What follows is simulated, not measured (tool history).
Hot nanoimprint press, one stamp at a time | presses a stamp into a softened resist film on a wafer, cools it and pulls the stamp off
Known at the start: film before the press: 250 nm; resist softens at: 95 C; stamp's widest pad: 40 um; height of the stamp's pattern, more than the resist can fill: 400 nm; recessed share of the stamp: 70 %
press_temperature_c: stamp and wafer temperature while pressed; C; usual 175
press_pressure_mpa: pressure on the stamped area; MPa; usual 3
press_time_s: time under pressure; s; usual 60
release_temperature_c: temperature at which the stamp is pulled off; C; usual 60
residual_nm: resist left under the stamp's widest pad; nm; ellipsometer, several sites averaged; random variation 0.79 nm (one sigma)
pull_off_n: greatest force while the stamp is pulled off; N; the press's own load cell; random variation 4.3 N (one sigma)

{"run": 1, "hour": 0.0, "press_temperature_c": 175, "press_pressure_mpa": 3, "press_time_s": 60, "release_temperature_c": 60, "residual_nm": 101.2, "pull_off_n": 215}
{"run": 2, "hour": 11.7, "press_temperature_c": 175, "press_pressure_mpa": 3, "press_time_s": 60, "release_temperature_c": 60, "residual_nm": 102, "pull_off_n": 222}
{"run": 3, "hour": 22.7, "press_temperature_c": 175, "press_pressure_mpa": 3, "press_time_s": 60, "release_temperature_c": 67, "residual_nm": 100.7, "pull_off_n": 177}
{"run": 4, "hour": 30.6, "press_temperature_c": 175, "press_pressure_mpa": 3, "press_time_s": 60, "release_temperature_c": 67, "residual_nm": 101.7, "pull_off_n": 178}
{"run": 5, "hour": 38.6, "press_temperature_c": 175, "press_pressure_mpa": 3, "press_time_s": 60, "release_temperature_c": 67, "residual_nm": 99.7, "pull_off_n": 180}
{"run": 6, "hour": 46.7, "press_temperature_c": 175, "press_pressure_mpa": 3, "press_time_s": 60, "release_temperature_c": 67, "residual_nm": 103.9, "pull_off_n": 176}
{"run": 7, "hour": 57.0, "press_temperature_c": 177, "press_pressure_mpa": 2.31, "press_time_s": 60, "release_temperature_c": 53, "residual_nm": 102.5, "pull_off_n": 268}
{"run": 8, "hour": 63.5, "press_temperature_c": 177, "press_pressure_mpa": 2.31, "press_time_s": 60, "release_temperature_c": 53, "residual_nm": 101.9, "pull_off_n": 271}
{"run": 9, "hour": 70.5, "press_temperature_c": 177, "press_pressure_mpa": 2.31, "press_time_s": 60, "release_temperature_c": 53, "residual_nm": 102.1, "pull_off_n": 272}
{"run": 10, "hour": 76.1, "press_temperature_c": 177, "press_pressure_mpa": 2.31, "press_time_s": 60, "release_temperature_c": 53, "residual_nm": 101.8, "pull_off_n": 273}
{"run": 11, "hour": 86.9, "press_temperature_c": 181, "press_pressure_mpa": 3.25, "press_time_s": 41, "release_temperature_c": 57, "residual_nm": 86.7, "pull_off_n": 245}
{"run": 12, "hour": 96.3, "press_temperature_c": 182, "press_pressure_mpa": 4.58, "press_time_s": 108, "release_temperature_c": 49, "residual_nm": 44.7, "pull_off_n": 310}

Forecast each of these 5 alternatives for the next run:
{"run": "A", "hour": 107.4, "press_temperature_c": 182, "press_pressure_mpa": 4.58, "press_time_s": 80, "release_temperature_c": 49, "residual_nm": "?", "pull_off_n": "?"}
{"run": "B", "hour": 107.4, "press_temperature_c": 172, "press_pressure_mpa": 3, "press_time_s": 34, "release_temperature_c": 60, "residual_nm": "?", "pull_off_n": "?"}
{"run": "C", "hour": 107.4, "press_temperature_c": 175, "press_pressure_mpa": 3, "press_time_s": 60, "release_temperature_c": 48, "residual_nm": "?", "pull_off_n": "?"}
{"run": "D", "hour": 107.4, "press_temperature_c": 166, "press_pressure_mpa": 2.58, "press_time_s": 108, "release_temperature_c": 49, "residual_nm": "?", "pull_off_n": "?"}
{"run": "E", "hour": 107.4, "press_temperature_c": 178, "press_pressure_mpa": 3, "press_time_s": 108, "release_temperature_c": 60, "residual_nm": "?", "pull_off_n": "?"}

run=A residual_nm=50.6 pull_off_n=288
run=B residual_nm=140.8 pull_off_n=226
run=C residual_nm=101.4 pull_off_n=303
run=D residual_nm=129.7 pull_off_n=297
run=E residual_nm=67.6 pull_off_n=223
Without the tool's hidden state the same runs would have given:
run=A residual_nm=51.6 pull_off_n=265
run=B residual_nm=143.3 pull_off_n=209
run=C residual_nm=103.6 pull_off_n=279
run=D residual_nm=132.5 pull_off_n=273
run=E residual_nm=69.1 pull_off_n=206
